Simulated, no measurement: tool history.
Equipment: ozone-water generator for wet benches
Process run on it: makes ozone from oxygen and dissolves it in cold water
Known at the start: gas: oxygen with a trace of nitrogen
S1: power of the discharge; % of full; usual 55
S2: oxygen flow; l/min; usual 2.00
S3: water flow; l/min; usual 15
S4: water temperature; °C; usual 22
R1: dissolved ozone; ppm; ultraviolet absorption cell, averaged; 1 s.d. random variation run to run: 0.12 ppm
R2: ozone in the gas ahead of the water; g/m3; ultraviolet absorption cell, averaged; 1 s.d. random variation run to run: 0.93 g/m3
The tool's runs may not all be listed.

run   hour  S1    S2  S3  S4    R1     R2
  1    0.0  55  2.00  15  22  10.5  155.2
  2   25.6  55  2.00  15  22  10.6  155.3
  3   60.4  55  2.00  15  22  10.4  154.7
  4   96.0  55  2.00  15  22  10.4  156.2
  5  112.9  55  2.00  15  17  11.0  155.2
  6  128.0  55  2.00  15  17  11.1  154.2
  7  148.4  55  2.00  15  17  11.1  153.7
  8  167.3  55  2.00  16  17  10.3  153.5
  9  193.5  55  2.00  16  17  10.3  154.9
 10  226.5  55  2.00  16  17  10.3  154.3
 11  245.3  55  2.00  16  17  10.3  155.3
 12  281.2  48  2.00  15  27   8.5  138.2
 13  304.8  55  2.00  15  22  10.4  152.8
 14  320.8  70  2.00  19  30   9.8  192.2
 15  341.7  46  1.30  13  22   9.4  164.5
 16  371.6  46  1.30  13  22   9.3  162.3
 17  395.6  55  2.92  15  22  11.1  126.8

What if the next run were any one of these 5? Each begins from the tool's condition after run 17:
  A  430.0  55  2.92  17  25   ?   ?
  B  430.0  67  2.00  14  14   ?   ?
  C  430.0  55  2.92  18  22   ?   ?
  D  430.0  71  2.00  15  22   ?   ?
  E  430.0  82  3.07  15  25   ?   ?

run    R1     R2
  A   9.4  126.4
  B  14.1  182.9
  C   9.6  126.2
  D  13.1  192.2
  E  14.6  177.6
With no hidden state in the tool, these same runs would have given:
run    R1     R2
  A  10.3  130.2
  B  15.4  189.7
  C  10.4  130.0
  D  14.4  199.8
  E  16.2  185.5
